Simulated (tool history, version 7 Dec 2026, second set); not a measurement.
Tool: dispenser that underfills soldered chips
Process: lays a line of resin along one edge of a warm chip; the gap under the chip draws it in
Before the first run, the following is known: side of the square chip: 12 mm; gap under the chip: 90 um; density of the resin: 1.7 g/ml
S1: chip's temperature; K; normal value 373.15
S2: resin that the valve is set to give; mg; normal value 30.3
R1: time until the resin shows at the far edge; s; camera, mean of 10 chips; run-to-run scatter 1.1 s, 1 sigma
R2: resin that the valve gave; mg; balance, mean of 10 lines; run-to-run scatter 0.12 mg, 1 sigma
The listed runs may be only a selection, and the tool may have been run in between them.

run 1 hour=0 | S1=373.15 S2=30.3 | R1=148.2 R2=30.04
run 2 hour=5.2 | S1=373.15 S2=30.3 | R1=185.9 R2=30
-- hour=6.7 new syringe of resin
run 3 hour=8.2 | S1=373.15 S2=27 | R1=118.4 R2=26.68
run 4 hour=11 | S1=373.15 S2=27 | R1=134.6 R2=26.7
run 5 hour=13.5 | S1=373.15 S2=27 | R1=151 R2=26.59
run 6 hour=17.6 | S1=385.15 S2=30.3 | R1=116.3 R2=29.9
-- hour=20.9 new syringe of resin
run 7 hour=21.3 | S1=373.15 S2=37.4 | R1=102.5 R2=36.87
run 8 hour=25 | S1=373.15 S2=36.9 | R1=123.9 R2=36.47
run 9 hour=27.7 | S1=370.15 S2=30.3 | R1=161.8 R2=29.87
run 10 hour=32.3 | S1=370.15 S2=30.3 | R1=197.9 R2=29.69
-- hour=34.9 new syringe of resin
run 11 hour=37.9 | S1=372.15 S2=30.3 | R1=127.5 R2=29.68
run 12 hour=42.3 | S1=375.15 S2=30.1 | R1=138.6 R2=29.69
run 13 hour=46.8 | S1=379.15 S2=32.7 | R1=144 R2=31.81
-- hour=48.9 new syringe of resin
run 14 hour=51.8 | S1=376.15 S2=28.8 | R1=113.9 R2=28.02
run 15 hour=55.3 | S1=367.15 S2=30.3 | R1=179.6 R2=29.5
run 16 hour=60.5 | S1=367.15 S2=30.3 | R1=230.1 R2=29.48
-- hour=62.8 new syringe of resin
run 17 hour=66.5 | S1=370.15 S2=37.7 | R1=134.1 R2=36.72
run 18 hour=69.6 | S1=370.15 S2=37.7 | R1=158 R2=36.28
run 19 hour=74.3 | S1=384.15 S2=25.9 | R1=130 R2=25.05

Predict each of these 3 candidate next runs independently; none follows another, all start after run 19:
-- hour=77 new syringe of resin
run A hour=77 | S1=378.15 S2=34.7 | R1=? R2=?
-- hour=77 new syringe of resin
run B hour=77 | S1=363.15 S2=35.4 | R1=? R2=?
-- hour=77 new syringe of resin
run C hour=77 | S1=381.15 S2=30.3 | R1=? R2=?

run=A R1=84.9 R2=33.67
run=B R1=145.5 R2=34.17
run=C R1=78.1 R2=29.15
Take away the tool's hidden state, keep each run's random variation, and the runs would have read:
run=A R1=88.7 R2=34.92
run=B R1=152.4 R2=35.44
run=C R1=81.2 R2=30.23
